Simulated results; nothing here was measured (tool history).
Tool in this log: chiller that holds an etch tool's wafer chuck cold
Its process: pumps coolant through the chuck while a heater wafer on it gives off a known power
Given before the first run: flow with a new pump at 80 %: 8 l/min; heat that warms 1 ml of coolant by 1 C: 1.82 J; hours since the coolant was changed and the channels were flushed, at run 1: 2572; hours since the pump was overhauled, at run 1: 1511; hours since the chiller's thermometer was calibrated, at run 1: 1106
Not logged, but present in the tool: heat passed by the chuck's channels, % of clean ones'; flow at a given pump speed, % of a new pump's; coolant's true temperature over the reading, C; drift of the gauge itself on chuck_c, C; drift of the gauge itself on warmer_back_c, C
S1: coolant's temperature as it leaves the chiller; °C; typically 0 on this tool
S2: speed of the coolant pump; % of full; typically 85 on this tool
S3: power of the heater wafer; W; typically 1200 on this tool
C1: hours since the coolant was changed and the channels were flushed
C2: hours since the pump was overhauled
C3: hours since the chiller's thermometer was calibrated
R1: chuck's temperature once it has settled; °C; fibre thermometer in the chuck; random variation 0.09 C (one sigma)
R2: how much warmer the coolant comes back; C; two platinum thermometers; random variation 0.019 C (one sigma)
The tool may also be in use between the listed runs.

Run 1, day 0.000: usual settings; C1 2572; C2 1511; C3 1106. Result: R1 9.66 °C, R2 4.67 C.
Run 2, day 2.000: usual settings but S2 76 % of full; C1 2620; C2 1559; C3 1154. Result: R1 10.27 °C, R2 5.28 C.
Run 3, day 3.804: usual settings but S2 77 % of full; C1 2663; C2 1602; C3 1198. Result: R1 10.31 °C, R2 5.20 C.
Run 4, day 5.571: usual settings but S1 7 °C; C1 2706; C2 1645; C3 1240. Result: R1 16.68 °C, R2 4.70 C.
Run 5, day 7.554: usual settings but S1 7 °C; C1 2753; C2 1692; C3 1288. Result: R1 16.63 °C, R2 4.73 C.
At day 7.921: coolant pump overhauled.
Run 6, day 9.342: usual settings but S2 78 % of full; C1 2791; C2 34; C3 1325. Result: R1 10.20 °C, R2 5.17 C.
Run 7, day 11.012: usual settings but S1 6 °C, S2 92 % of full, S3 1306 W; C1 2831; C2 74; C3 1366. Result: R1 16.06 °C, R2 4.79 C.
Run 8, day 12.729: usual settings but S1 6 °C, S2 92 % of full, S3 1306 W; C1 2872; C2 115; C3 1407. Result: R1 16.01 °C, R2 4.77 C.
Run 9, day 13.775: usual settings but S1 6 °C, S2 99 % of full, S3 1049 W; C1 2898; C2 140; C3 1432. Result: R1 13.80 °C, R2 3.62 C.
Run 10, day 15.096: usual settings but S1 3 °C, S3 1732 W; C1 2929; C2 172; C3 1464. Result: R1 17.00 °C, R2 6.87 C.
Run 11, day 17.058: usual settings but S1 3 °C, S3 1732 W; C1 2976; C2 219; C3 1511. Result: R1 17.04 °C, R2 6.89 C.

Predict each of these 4 candidate next runs independently; none follows another, all start after run 11:
Run A, day 18.392: usual settings but S2 95 % of full, S3 613 W; C1 3008; C2 251; C3 1543. Result: R1 ?, R2 ?.
Run B, day 18.392: usual settings but S2 67 % of full, S3 707 W; C1 3008; C2 251; C3 1543. Result: R1 ?, R2 ?.
Run C, day 18.392: usual settings but S1 6 °C; C1 3008; C2 251; C3 1543. Result: R1 ?, R2 ?.
Run D, day 18.392: usual settings but S1 2 °C, S2 81 % of full, S3 777 W; C1 3008; C2 251; C3 1543. Result: R1 ?, R2 ?.

run     R1    R2
  A   4.68  2.19
  B   6.77  3.54
  C  15.68  4.79
  D   8.56  3.23
Without the tool's hidden state the same runs would have given:
run     R1    R2
  A   4.18  2.13
  B   6.14  3.44
  C  14.86  4.66
  D   7.95  3.14
